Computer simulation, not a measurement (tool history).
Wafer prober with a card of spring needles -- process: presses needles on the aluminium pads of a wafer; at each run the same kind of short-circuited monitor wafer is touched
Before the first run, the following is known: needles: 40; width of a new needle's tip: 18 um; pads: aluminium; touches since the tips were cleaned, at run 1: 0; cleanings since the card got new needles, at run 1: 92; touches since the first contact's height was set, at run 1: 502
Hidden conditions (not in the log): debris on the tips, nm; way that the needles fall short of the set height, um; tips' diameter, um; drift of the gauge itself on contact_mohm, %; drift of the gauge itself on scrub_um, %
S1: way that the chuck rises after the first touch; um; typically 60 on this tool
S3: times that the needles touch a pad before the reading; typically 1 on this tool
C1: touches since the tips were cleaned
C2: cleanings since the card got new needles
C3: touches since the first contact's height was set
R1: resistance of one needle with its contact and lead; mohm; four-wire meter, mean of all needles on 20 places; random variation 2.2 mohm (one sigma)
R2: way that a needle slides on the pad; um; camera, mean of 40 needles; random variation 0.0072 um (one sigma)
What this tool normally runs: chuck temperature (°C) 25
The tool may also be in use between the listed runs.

{"run": 1, "hour": 0.0, "S1": 60, "chuck temperature (°C)": 25, "S3": 1, "C1": 0, "C2": 92, "C3": 502, "R1": 266, "R2": 11.671}
{"hour": 21.3, "done": "tips cleaned on abrasive film"}
{"hour": 42.6, "done": "tips cleaned on abrasive film"}
{"hour": 63.2, "done": "tips cleaned on abrasive film"}
{"run": 2, "hour": 76.5, "S1": 60, "chuck temperature (°C)": 25, "S3": 1, "C1": 5687, "C2": 95, "C3": 33152, "R1": 488, "R2": 11.629}
{"hour": 80.8, "done": "tips cleaned on abrasive film"}
{"hour": 97.9, "done": "tips cleaned on abrasive film"}
{"hour": 114.9, "done": "tips cleaned on abrasive film"}
{"run": 3, "hour": 123.7, "S1": 60, "chuck temperature (°C)": 32, "S3": 1, "C1": 3763, "C2": 98, "C3": 53248, "R1": 456, "R2": 11.59}
{"hour": 132.3, "done": "tips cleaned on abrasive film"}
{"hour": 153.4, "done": "tips cleaned on abrasive film"}
{"hour": 162.1, "done": "height of the first contact set anew"}
{"hour": 171.6, "done": "tips cleaned on abrasive film"}
{"run": 4, "hour": 171.6, "S1": 60, "chuck temperature (°C)": 25, "S3": 1, "C1": 0, "C2": 101, "C3": 3993, "R1": 275, "R2": 11.673}
{"hour": 179.6, "done": "tips cleaned on abrasive film, once more"}
{"hour": 200.4, "done": "tips cleaned on abrasive film"}
{"hour": 221.5, "done": "tips cleaned on abrasive film"}
{"hour": 240.8, "done": "tips cleaned on abrasive film"}
{"run": 5, "hour": 240.8, "S1": 75, "chuck temperature (°C)": 25, "S3": 1, "C1": 0, "C2": 105, "C3": 33488, "R1": 260, "R2": 14.538}
{"hour": 262.1, "done": "tips cleaned on abrasive film"}
{"hour": 283.1, "done": "tips cleaned on abrasive film"}
{"hour": 303.7, "done": "tips cleaned on abrasive film"}
{"hour": 323.3, "done": "tips cleaned on abrasive film"}
{"run": 6, "hour": 323.3, "S1": 60, "chuck temperature (°C)": 25, "S3": 1, "C1": 0, "C2": 109, "C3": 68689, "R1": 281, "R2": 11.566}
{"hour": 327.9, "done": "height of the first contact set anew"}
{"hour": 344.6, "done": "tips cleaned on abrasive film"}
{"hour": 365.2, "done": "tips cleaned on abrasive film"}
{"hour": 386.0, "done": "tips cleaned on abrasive film"}
{"hour": 406.6, "done": "tips cleaned on abrasive film"}
{"run": 7, "hour": 411.6, "S1": 54, "chuck temperature (°C)": 25, "S3": 1, "C1": 2156, "C2": 113, "C3": 35706, "R1": 459, "R2": 10.465}
{"hour": 424.4, "done": "tips cleaned on abrasive film"}
{"hour": 441.5, "done": "tips cleaned on abrasive film"}
{"hour": 462.3, "done": "tips cleaned on abrasive film"}
{"run": 8, "hour": 463.1, "S1": 54, "chuck temperature (°C)": 25, "S3": 1, "C1": 341, "C2": 116, "C3": 57659, "R1": 335, "R2": 10.42}
{"hour": 480.2, "done": "tips cleaned on abrasive film"}
{"hour": 493.2, "done": "height of the first contact set anew"}
{"hour": 501.8, "done": "tips cleaned on abrasive film"}
{"run": 9, "hour": 510.8, "S1": 54, "chuck temperature (°C)": 25, "S3": 1, "C1": 3892, "C2": 118, "C3": 7522, "R1": 508, "R2": 10.508}
{"hour": 519.4, "done": "tips cleaned on abrasive film"}
{"hour": 539.7, "done": "tips cleaned on abrasive film"}
{"run": 10, "hour": 548.0, "S1": 54, "chuck temperature (°C)": 25, "S3": 1, "C1": 3528, "C2": 120, "C3": 23342, "R1": 534, "R2": 10.469}
{"hour": 560.8, "done": "tips cleaned on abrasive film"}
{"hour": 577.8, "done": "tips cleaned on abrasive film"}
{"hour": 599.1, "done": "tips cleaned on abrasive film"}
{"hour": 616.1, "done": "tips cleaned on abrasive film"}
{"hour": 633.3, "done": "tips cleaned on abrasive film"}
{"run": 11, "hour": 633.3, "S1": 54, "chuck temperature (°C)": 25, "S3": 1, "C1": 0, "C2": 125, "C3": 59687, "R1": 295, "R2": 10.412}
{"hour": 653.9, "done": "tips cleaned on abrasive film"}
{"hour": 658.3, "done": "height of the first contact set anew"}
{"hour": 675.4, "done": "tips cleaned on abrasive film"}
{"run": 12, "hour": 689.8, "S1": 54, "chuck temperature (°C)": 25, "S3": 1, "C1": 6189, "C2": 127, "C3": 13450, "R1": 563, "R2": 10.511}
{"hour": 694.1, "done": "tips cleaned on abrasive film"}
{"hour": 715.1, "done": "tips cleaned on abrasive film"}
{"hour": 735.7, "done": "tips cleaned on abrasive film"}
{"hour": 757.0, "done": "tips cleaned on abrasive film"}
{"run": 13, "hour": 759.6, "S1": 54, "chuck temperature (°C)": 25, "S3": 1, "C1": 1096, "C2": 131, "C3": 43174, "R1": 405, "R2": 10.449}
{"hour": 776.6, "done": "tips cleaned on abrasive film"}
{"hour": 793.7, "done": "tips cleaned on abrasive film"}
{"hour": 810.7, "done": "tips cleaned on abrasive film"}
{"run": 14, "hour": 812.9, "S1": 54, "chuck temperature (°C)": 25, "S3": 1, "C1": 959, "C2": 134, "C3": 65916, "R1": 406, "R2": 10.4}
{"hour": 821.7, "done": "height of the first contact set anew"}
{"hour": 830.3, "done": "tips cleaned on abrasive film"}
{"hour": 847.3, "done": "tips cleaned on abrasive film"}
{"run": 15, "hour": 852.3, "S1": 44, "chuck temperature (°C)": 75, "S3": 1, "C1": 2139, "C2": 136, "C3": 13030, "R1": 567, "R2": 8.539}
{"hour": 865.1, "done": "tips cleaned on abrasive film"}
{"hour": 885.0, "done": "tips cleaned on abrasive film"}
{"run": 16, "hour": 891.9, "S1": 44, "chuck temperature (°C)": 75, "S3": 1, "C1": 2953, "C2": 138, "C3": 29909, "R1": 656, "R2": 8.508}
{"hour": 904.7, "done": "tips cleaned on abrasive film"}
{"hour": 925.3, "done": "tips cleaned on abrasive film"}
{"hour": 946.6, "done": "tips cleaned on abrasive film"}
{"hour": 964.6, "done": "tips cleaned on abrasive film"}
{"run": 17, "hour": 964.6, "S1": 72, "chuck temperature (°C)": 31, "S3": 3, "C1": 0, "C2": 142, "C3": 60883, "R1": 258, "R2": 13.902}
{"hour": 985.3, "done": "tips cleaned on abrasive film"}
{"hour": 985.6, "done": "height of the first contact set anew"}
{"hour": 1002.6, "done": "tips cleaned on abrasive film"}
{"run": 18, "hour": 1006.6, "S1": 62, "chuck temperature (°C)": 31, "S3": 1, "C1": 1698, "C2": 144, "C3": 8959, "R1": 412, "R2": 12.046}
{"hour": 1023.7, "done": "tips cleaned on abrasive film"}
{"hour": 1044.8, "done": "tips cleaned on abrasive film"}
{"hour": 1066.1, "done": "tips cleaned on abrasive film"}
{"run": 19, "hour": 1073.7, "S1": 60, "chuck temperature (°C)": 52, "S3": 1, "C1": 3229, "C2": 147, "C3": 37564, "R1": 476, "R2": 11.637}
{"hour": 1085.7, "done": "tips cleaned on abrasive film"}
{"hour": 1106.7, "done": "tips cleaned on abrasive film"}
{"hour": 1128.0, "done": "tips cleaned on abrasive film"}
{"hour": 1148.2, "done": "tips cleaned on abrasive film"}
{"hour": 1148.5, "done": "height of the first contact set anew"}
{"run": 20, "hour": 1148.5, "S1": 60, "chuck temperature (°C)": 52, "S3": 1, "C1": 0, "C2": 151, "C3": 0, "R1": 291, "R2": 11.681}
{"hour": 1168.7, "done": "tips cleaned on abrasive film"}
{"hour": 1185.7, "done": "tips cleaned on abrasive film"}
{"hour": 1204.7, "done": "tips cleaned on abrasive film"}
{"run": 21, "hour": 1204.7, "S1": 48, "chuck temperature (°C)": 33, "S3": 2, "C1": 0, "C2": 154, "C3": 23989, "R1": 289, "R2": 9.315}
{"hour": 1221.8, "done": "tips cleaned on abrasive film"}
{"hour": 1238.8, "done": "tips cleaned on abrasive film"}
{"hour": 1260.0, "done": "tips cleaned on abrasive film"}
{"run": 22, "hour": 1274.9, "S1": 48, "chuck temperature (°C)": 33, "S3": 2, "C1": 6360, "C2": 157, "C3": 53910, "R1": 513, "R2": 9.279}
{"hour": 1279.2, "done": "tips cleaned on abrasive film"}
{"hour": 1300.4, "done": "tips cleaned on abrasive film"}
{"hour": 1313.4, "done": "height of the first contact set anew"}
{"hour": 1322.0, "done": "tips cleaned on abrasive film"}
{"hour": 1342.2, "done": "tips cleaned on abrasive film"}
{"hour": 1361.1, "done": "tips cleaned on abrasive film"}
{"run": 23, "hour": 1361.1, "S1": 46, "chuck temperature (°C)": 105, "S3": 3, "C1": 0, "C2": 162, "C3": 20320, "R1": 314, "R2": 8.912}
{"hour": 1382.4, "done": "tips cleaned on abrasive film"}
{"hour": 1403.7, "done": "tips cleaned on abrasive film"}
{"hour": 1425.0, "done": "tips cleaned on abrasive film"}
{"run": 24, "hour": 1429.7, "S1": 46, "chuck temperature (°C)": 105, "S3": 3, "C1": 2050, "C2": 165, "C3": 49592, "R1": 401, "R2": 8.857}
{"hour": 1442.5, "done": "tips cleaned on abrasive film"}
{"hour": 1463.4, "done": "tips cleaned on abrasive film"}
{"hour": 1476.4, "done": "height of the first contact set anew"}
{"hour": 1480.7, "done": "tips cleaned on abrasive film"}
{"run": 25, "hour": 1492.3, "S1": 69, "chuck temperature (°C)": 121, "S3": 1, "C1": 4986, "C2": 168, "C3": 6801, "R1": 455, "R2": 13.422}
{"hour": 1500.9, "done": "tips cleaned on abrasive film"}
{"hour": 1518.0, "done": "tips cleaned on abrasive film"}
{"hour": 1539.2, "done": "tips cleaned on abrasive film"}
{"hour": 1559.6, "done": "tips cleaned on abrasive film"}
{"run": 26, "hour": 1564.3, "S1": 69, "chuck temperature (°C)": 35, "S3": 1, "C1": 2023, "C2": 172, "C3": 37486, "R1": 406, "R2": 13.352}
{"hour": 1577.2, "done": "tips cleaned on abrasive film"}
{"hour": 1594.2, "done": "tips cleaned on abrasive film"}
{"hour": 1615.5, "done": "tips cleaned on abrasive film"}
{"run": 27, "hour": 1620.6, "S1": 69, "chuck temperature (°C)": 35, "S3": 1, "C1": 2199, "C2": 175, "C3": 61465, "R1": 420, "R2": 13.295}

Branching from run 27: 3 alternative next runs. What would each branch give?
{"hour": 1632.8, "done": "tips cleaned on abrasive film"}
{"hour": 1641.6, "done": "height of the first contact set anew"}
{"hour": 1654.0, "done": "tips cleaned on abrasive film"}
{"hour": 1674.9, "done": "tips cleaned on abrasive film"}
{"hour": 1696.2, "done": "tips cleaned on abrasive film"}
{"run": "A", "hour": 1698.6, "S1": 42, "chuck temperature (°C)": 25, "S3": 3, "C1": 1030, "C2": 179, "C3": 24308, "R1": "?", "R2": "?"}
{"hour": 1632.8, "done": "tips cleaned on abrasive film"}
{"hour": 1641.6, "done": "height of the first contact set anew"}
{"hour": 1654.0, "done": "tips cleaned on abrasive film"}
{"hour": 1674.9, "done": "tips cleaned on abrasive film"}
{"hour": 1696.2, "done": "tips cleaned on abrasive film"}
{"run": "B", "hour": 1698.6, "S1": 80, "chuck temperature (°C)": 87, "S3": 1, "C1": 1030, "C2": 179, "C3": 24308, "R1": "?", "R2": "?"}
{"hour": 1632.8, "done": "tips cleaned on abrasive film"}
{"hour": 1641.6, "done": "height of the first contact set anew"}
{"hour": 1654.0, "done": "tips cleaned on abrasive film"}
{"hour": 1674.9, "done": "tips cleaned on abrasive film"}
{"hour": 1696.2, "done": "tips cleaned on abrasive film"}
{"run": "C", "hour": 1698.6, "S1": 60, "chuck temperature (°C)": 25, "S3": 1, "C1": 1030, "C2": 179, "C3": 24308, "R1": "?", "R2": "?"}

run=A R1=380 R2=8.147
run=B R1=340 R2=15.551
run=C R1=408 R2=11.645
Without the tool's unlogged condition, the same runs would have read:
run=A R1=261 R2=8.183
run=B R1=255 R2=15.586
run=C R1=250 R2=11.681
